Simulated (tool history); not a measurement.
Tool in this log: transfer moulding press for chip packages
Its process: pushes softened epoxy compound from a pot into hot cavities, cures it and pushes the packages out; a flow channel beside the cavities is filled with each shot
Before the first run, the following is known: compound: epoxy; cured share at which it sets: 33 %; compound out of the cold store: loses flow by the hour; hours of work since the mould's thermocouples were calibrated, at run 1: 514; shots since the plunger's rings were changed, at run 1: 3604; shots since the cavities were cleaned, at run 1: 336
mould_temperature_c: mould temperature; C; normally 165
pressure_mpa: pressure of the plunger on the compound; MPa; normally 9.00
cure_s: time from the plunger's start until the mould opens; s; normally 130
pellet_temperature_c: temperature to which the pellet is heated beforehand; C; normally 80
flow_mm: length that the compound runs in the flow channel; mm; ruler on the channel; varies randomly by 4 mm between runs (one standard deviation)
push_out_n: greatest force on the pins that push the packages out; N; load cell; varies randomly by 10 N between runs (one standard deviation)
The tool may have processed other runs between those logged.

run	hour	mould_temperature_c	pressure_mpa	cure_s	pellet_temperature_c	hours of work since the mould's thermocouples were calibrated	shots since the plunger's rings were changed	shots since the cavities were cleaned	incoming compound's hours out of the cold store	flow_mm	push_out_n
1	0.0	165	9.00	130	80	514	3604	336	15.7	699	635
2	22.2	165	9.00	146	80	528	3817	549	43.7	634	679
# hour 36.6: cavities cleaned with cleaning compound and waxed
3	39.3	165	9.00	146	80	539	3968	26	21.7	679	840
4	70.3	165	9.00	146	80	559	4266	324	24.5	671	858
5	95.4	165	9.00	149	80	576	4508	566	28.9	669	877
# hour 108.1: cavities cleaned with cleaning compound and waxed
6	114.3	165	9.00	149	80	587	4675	60	32.8	650	449
# hour 128.7: plunger's sealing rings changed
7	131.3	165	9.00	112	80	597	25	199	28.4	689	750
8	163.5	165	9.00	112	80	618	335	509	25.9	701	904
# hour 181.9: cavities cleaned with cleaning compound and waxed
9	196.0	165	9.00	112	80	638	633	136	22.4	695	717
# hour 222.2: cavities cleaned with cleaning compound and waxed, once more
10	223.6	165	9.00	112	80	655	884	13	28.0	690	568
11	239.8	165	9.00	138	80	666	1040	169	31.4	682	548
12	254.6	165	9.00	138	80	676	1183	312	12.0	716	598
13	279.5	165	9.00	130	80	692	1422	551	45.2	657	733
# hour 293.0: cavities cleaned with cleaning compound and waxed
14	297.0	165	9.00	130	82	702	1576	38	9.1	722	498
# hour 312.1: mould's thermocouples calibrated
15	316.2	165	8.83	156	82	3	1742	204	34.5	663	535
16	344.1	165	8.83	156	82	21	2010	472	44.4	644	644
# hour 366.8: cavities cleaned with cleaning compound and waxed
17	375.4	167	7.46	130	80	41	2297	83	40.5	595	514
18	396.6	165	9.00	153	80	55	2500	286	37.9	657	555
19	428.0	165	9.00	154	76	75	2803	589	44.4	644	693
# hour 436.8: cavities cleaned with cleaning compound and waxed
20	462.3	168	10.27	131	77	97	3118	245	13.1	732	569
21	485.8	168	10.27	131	77	112	3344	471	38.4	686	641
22	502.8	160	7.49	131	80	123	3508	635	39.2	615	1039
# hour 506.7: cavities cleaned with cleaning compound and waxed
23	518.3	172	8.68	131	89	133	3643	112	30.6	632	491
24	541.0	165	9.00	131	80	148	3862	331	13.4	697	661
25	555.2	161	9.00	131	78	157	3998	467	8.9	725	951
# hour 577.6: cavities cleaned with cleaning compound and waxed
26	590.4	161	9.00	131	78	179	4322	123	28.3	682	732
27	611.1	165	9.00	130	73	193	4521	322	33.9	657	682
28	635.2	166	8.29	114	71	208	4753	554	16.6	647	918

Consider 4 possible next runs. They are alternatives, not a sequence: every one starts from the tool as it was left by run 28. What does each give?
# hour 640.3: plunger's sealing rings changed
# hour 650.2: cavities cleaned with cleaning compound and waxed
A	659.6	166	8.23	114	71	222	171	90	22.9	?	?
# hour 640.3: plunger's sealing rings changed
# hour 650.2: cavities cleaned with cleaning compound and waxed
B	659.6	160	9.00	134	71	222	171	90	39.3	?	?
# hour 640.3: plunger's sealing rings changed
# hour 650.2: cavities cleaned with cleaning compound and waxed
C	659.6	165	8.27	130	80	222	171	90	29.4	?	?
# hour 640.3: plunger's sealing rings changed
# hour 650.2: cavities cleaned with cleaning compound and waxed
D	659.6	165	9.00	130	80	222	171	90	37.9	?	?

run	flow_mm	push_out_n
A	667	634
B	692	708
C	664	546
D	675	534
What these runs would have given with no unlogged condition in the tool:
run	flow_mm	push_out_n
A	671	564
B	696	631
C	668	483
D	679	473

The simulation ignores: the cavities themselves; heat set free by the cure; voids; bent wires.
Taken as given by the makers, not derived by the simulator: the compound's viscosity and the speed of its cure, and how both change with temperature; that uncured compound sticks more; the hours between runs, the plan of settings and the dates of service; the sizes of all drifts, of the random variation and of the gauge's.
